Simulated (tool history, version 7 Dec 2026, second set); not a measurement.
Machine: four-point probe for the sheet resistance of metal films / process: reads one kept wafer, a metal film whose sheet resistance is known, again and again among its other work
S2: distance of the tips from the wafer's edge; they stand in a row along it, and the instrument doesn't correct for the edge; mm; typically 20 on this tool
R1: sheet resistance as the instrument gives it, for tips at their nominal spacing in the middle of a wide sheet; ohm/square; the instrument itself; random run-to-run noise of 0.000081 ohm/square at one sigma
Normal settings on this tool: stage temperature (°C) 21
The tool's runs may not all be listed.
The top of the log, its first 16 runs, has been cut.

Run 17, hour 463: usual settings. Result: R1 0.407545 ohm/square.
Run 18, hour 492.1: usual settings. Result: R1 0.407594 ohm/square.
Run 19, hour 523: usual settings. Result: R1 0.407478 ohm/square.
At hour 538.9: stage's thermometer calibrated, once more.
Run 20, hour 545.6: usual settings but S2 15 mm. Result: R1 0.408671 ohm/square.
Run 21, hour 574.8: usual settings but stage temperature (°C) 34, S2 14 mm. Result: R1 0.414892 ohm/square.
Run 22, hour 609.1: usual settings but stage temperature (°C) 24. Result: R1 0.409301 ohm/square.
Run 23, hour 626.3: usual settings but stage temperature (°C) 24. Result: R1 0.409563 ohm/square.
Run 24, hour 644.6: usual settings but stage temperature (°C) 24. Result: R1 0.409444 ohm/square.
Run 25, hour 672.9: usual settings but stage temperature (°C) 24. Result: R1 0.40952 ohm/square.
Run 26, hour 692.5: usual settings but stage temperature (°C) 33, S2 8 mm. Result: R1 0.41789 ohm/square.
Run 27, hour 720.1: usual settings but stage temperature (°C) 22, S2 37 mm. Result: R1 0.407655 ohm/square.
Run 28, hour 738.5: usual settings but stage temperature (°C) 23, S2 13 mm. Result: R1 0.409977 ohm/square.
Run 29, hour 767: usual settings but stage temperature (°C) 25. Result: R1 0.409661 ohm/square.
Run 30, hour 797.7: usual settings but stage temperature (°C) 25, S2 8 mm. Result: R1 0.414201 ohm/square.
Run 31, hour 822.5: usual settings but stage temperature (°C) 29, S2 56 mm. Result: R1 0.410458 ohm/square.
Run 32, hour 864.1: usual settings but stage temperature (°C) 29, S2 19 mm. Result: R1 0.411247 ohm/square.
Run 33, hour 884: usual settings but stage temperature (°C) 28, S2 41 mm. Result: R1 0.410075 ohm/square.
Run 34, hour 909.6: usual settings but stage temperature (°C) 24, S2 18 mm. Result: R1 0.40912 ohm/square.
Run 35, hour 930.4: usual settings but S2 18 mm. Result: R1 0.40768 ohm/square.
Run 36, hour 965.3: usual settings but S2 18 mm. Result: R1 0.407613 ohm/square.
Run 37, hour 997.3: usual settings but stage temperature (°C) 33, S2 11 mm. Result: R1 0.414816 ohm/square.
Run 38, hour 1033.5: usual settings but S2 6 mm. Result: R1 0.41607 ohm/square.

4 options for the next run, each taken on its own from the tool as it stands now. Forecast them:
Run A, hour 1072.8: usual settings but stage temperature (°C) 34, S2 18 mm. Result: R1 ?.
Run B, hour 1072.8: usual settings but stage temperature (°C) 19, S2 5 mm. Result: R1 ?.
Run C, hour 1072.8: usual settings but stage temperature (°C) 20. Result: R1 ?.
Run D, hour 1072.8: usual settings but stage temperature (°C) 34, S2 56 mm. Result: R1 ?.

run        R1
  A  0.413185
  B  0.419042
  C  0.406646
  D  0.412406
The same runs, with their run-to-run variation unchanged, on a tool lacking any hidden condition would have given:
run        R1
  A  0.412824
  B  0.418688
  C  0.406301
  D  0.412046
